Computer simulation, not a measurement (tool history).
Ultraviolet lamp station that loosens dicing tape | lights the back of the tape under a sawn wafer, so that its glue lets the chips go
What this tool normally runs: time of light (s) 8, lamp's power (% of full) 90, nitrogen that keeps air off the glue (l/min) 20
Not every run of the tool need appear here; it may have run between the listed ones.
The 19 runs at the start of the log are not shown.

| run | hour | time of light (s) | lamp's power (% of full) | nitrogen that keeps air off the glue (l/min) | force that peels the tape off (N) | light that reached the tape (J/m2) |
|---|---|---|---|---|---|---|
| 20 | 953.6 | 4 | 64 | 35 | 0.937 | 590 |
| 21 | 986.1 | 4 | 83 | 12 | 1.025 | 780 |
|  | 1010.5 | lamp changed |
| 22 | 1041.3 | 6 | 96 | 12 | 0.358 | 1830 |
| 23 | 1094.1 | 10 | 96 | 12 | 0.233 | 2960 |
| 24 | 1148.3 | 10 | 96 | 12 | 0.240 | 2970 |
| 25 | 1204.9 | 10 | 86 | 8 | 0.286 | 2570 |
| 26 | 1240.4 | 5 | 80 | 11 | 0.643 | 1190 |
|  | 1282.2 | window cleaned of glue's vapour |
| 27 | 1290.9 | 6 | 92 | 32 | 0.258 | 1820 |
| 28 | 1356.3 | 4 | 72 | 20 | 0.672 | 940 |
| 29 | 1388.5 | 4 | 91 | 35 | 0.397 | 1200 |
| 30 | 1423.3 | 11 | 77 | 22 | 0.221 | 2750 |
| 31 | 1473.8 | 4 | 77 | 6 | 1.104 | 990 |
| 32 | 1536.0 | 8 | 71 | 20 | 0.283 | 1790 |
| 33 | 1591.8 | 6 | 70 | 22 | 0.414 | 1340 |
| 34 | 1643.1 | 6 | 71 | 24 | 0.393 | 1310 |
| 35 | 1695.6 | 6 | 71 | 24 | 0.388 | 1300 |
| 36 | 1723.0 | 12 | 71 | 29 | 0.220 | 2610 |
| 37 | 1774.8 | 7 | 73 | 11 | 0.460 | 1540 |
| 38 | 1818.1 | 8 | 90 | 20 | 0.249 | 2160 |

Consider 3 possible next runs. They are alternatives, not a sequence: every one starts from the tool as it was left by run 38. What does each give?
| A | 1880.2 | 9 | 98 | 21 | ? | ? |
| B | 1880.2 | 10 | 62 | 20 | ? | ? |
| C | 1880.2 | 8 | 60 | 23 | ? | ? |

| run | force that peels the tape off (N) | light that reached the tape (J/m2) |
|---|---|---|
| A | 0.226 | 2600 |
| B | 0.281 | 1850 |
| C | 0.360 | 1400 |
Take away the tool's hidden state, keep each run's random variation, and the runs would have read:
| run | force that peels the tape off (N) | light that reached the tape (J/m2) |
|---|---|---|
| A | 0.218 | 3030 |
| B | 0.247 | 2150 |
| C | 0.301 | 1640 |
